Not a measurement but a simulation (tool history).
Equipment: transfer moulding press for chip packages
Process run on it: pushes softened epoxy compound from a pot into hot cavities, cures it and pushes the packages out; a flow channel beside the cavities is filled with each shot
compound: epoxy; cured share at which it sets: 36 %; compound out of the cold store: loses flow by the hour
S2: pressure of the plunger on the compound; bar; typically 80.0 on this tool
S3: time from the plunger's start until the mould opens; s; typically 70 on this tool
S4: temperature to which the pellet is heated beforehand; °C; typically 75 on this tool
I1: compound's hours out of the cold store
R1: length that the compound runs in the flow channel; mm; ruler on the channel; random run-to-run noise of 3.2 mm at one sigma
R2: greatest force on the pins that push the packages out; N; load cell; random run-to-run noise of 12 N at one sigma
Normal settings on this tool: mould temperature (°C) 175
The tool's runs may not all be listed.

{"run": 1, "hour": 0.0, "mould temperature (°C)": 175, "S2": 80.0, "S3": 70, "S4": 75, "I1": 33.1, "R1": 902, "R2": 626}
{"run": 2, "hour": 14.9, "mould temperature (°C)": 175, "S2": 80.0, "S3": 70, "S4": 75, "I1": 16.2, "R1": 944, "R2": 740}
{"run": 3, "hour": 23.5, "mould temperature (°C)": 175, "S2": 80.0, "S3": 70, "S4": 75, "I1": 38.8, "R1": 891, "R2": 751}
{"hour": 38.9, "done": "cavities cleaned with cleaning compound and waxed"}
{"run": 4, "hour": 40.9, "mould temperature (°C)": 175, "S2": 80.0, "S3": 70, "S4": 75, "I1": 16.4, "R1": 941, "R2": 622}
{"run": 5, "hour": 60.9, "mould temperature (°C)": 175, "S2": 80.0, "S3": 70, "S4": 75, "I1": 30.5, "R1": 899, "R2": 746}
{"run": 6, "hour": 71.1, "mould temperature (°C)": 176, "S2": 80.0, "S3": 70, "S4": 75, "I1": 19.1, "R1": 925, "R2": 780}
{"hour": 78.2, "done": "cavities cleaned with cleaning compound and waxed"}
{"run": 7, "hour": 88.4, "mould temperature (°C)": 176, "S2": 80.0, "S3": 70, "S4": 75, "I1": 14.0, "R1": 940, "R2": 665}
{"run": 8, "hour": 102.8, "mould temperature (°C)": 176, "S2": 76.7, "S3": 70, "S4": 75, "I1": 22.0, "R1": 890, "R2": 738}
{"hour": 118.2, "done": "cavities cleaned with cleaning compound and waxed"}
{"run": 9, "hour": 118.2, "mould temperature (°C)": 175, "S2": 64.3, "S3": 70, "S4": 75, "I1": 39.1, "R1": 772, "R2": 602}
{"run": 10, "hour": 138.2, "mould temperature (°C)": 175, "S2": 64.3, "S3": 70, "S4": 75, "I1": 29.7, "R1": 788, "R2": 713}
{"run": 11, "hour": 151.7, "mould temperature (°C)": 175, "S2": 64.3, "S3": 70, "S4": 75, "I1": 41.3, "R1": 757, "R2": 757}
{"hour": 157.4, "done": "cavities cleaned with cleaning compound and waxed"}
{"run": 12, "hour": 163.2, "mould temperature (°C)": 180, "S2": 64.3, "S3": 70, "S4": 75, "I1": 29.6, "R1": 773, "R2": 528}
{"run": 13, "hour": 177.3, "mould temperature (°C)": 180, "S2": 64.3, "S3": 70, "S4": 75, "I1": 25.6, "R1": 778, "R2": 572}
{"run": 14, "hour": 191.8, "mould temperature (°C)": 175, "S2": 71.7, "S3": 70, "S4": 75, "I1": 38.1, "R1": 812, "R2": 776}
{"hour": 197.0, "done": "cavities cleaned with cleaning compound and waxed"}
{"run": 15, "hour": 203.1, "mould temperature (°C)": 175, "S2": 94.6, "S3": 61, "S4": 75, "I1": 31.9, "R1": 941, "R2": 887}
{"hour": 206.8, "done": "plunger's sealing rings changed"}
{"run": 16, "hour": 218.8, "mould temperature (°C)": 178, "S2": 63.6, "S3": 72, "S4": 78, "I1": 28.1, "R1": 818, "R2": 600}
{"hour": 239.5, "done": "cavities cleaned with cleaning compound and waxed"}
{"run": 17, "hour": 240.4, "mould temperature (°C)": 175, "S2": 61.0, "S3": 70, "S4": 75, "I1": 42.8, "R1": 772, "R2": 605}
{"run": 18, "hour": 257.1, "mould temperature (°C)": 175, "S2": 62.6, "S3": 70, "S4": 75, "I1": 8.8, "R1": 861, "R2": 751}
{"run": 19, "hour": 266.5, "mould temperature (°C)": 175, "S2": 62.6, "S3": 70, "S4": 75, "I1": 43.2, "R1": 773, "R2": 742}
{"hour": 279.1, "done": "cavities cleaned with cleaning compound and waxed"}
{"run": 20, "hour": 280.1, "mould temperature (°C)": 175, "S2": 62.6, "S3": 70, "S4": 75, "I1": 27.6, "R1": 808, "R2": 611}
{"run": 21, "hour": 292.0, "mould temperature (°C)": 175, "S2": 62.6, "S3": 70, "S4": 75, "I1": 21.6, "R1": 817, "R2": 700}

For run 22, what comes out?
{"run": 22, "hour": 304.4, "mould temperature (°C)": 175, "S2": 62.6, "S3": 70, "S4": 75, "I1": 44.0, "R1": "?", "R2": "?"}

Run 22 came out at R1 763 mm, R2 735 N.
Take away the tool's hidden state, keep the run-to-run variation as it was, and the same run would have given R1 780 mm, R2 571 N.

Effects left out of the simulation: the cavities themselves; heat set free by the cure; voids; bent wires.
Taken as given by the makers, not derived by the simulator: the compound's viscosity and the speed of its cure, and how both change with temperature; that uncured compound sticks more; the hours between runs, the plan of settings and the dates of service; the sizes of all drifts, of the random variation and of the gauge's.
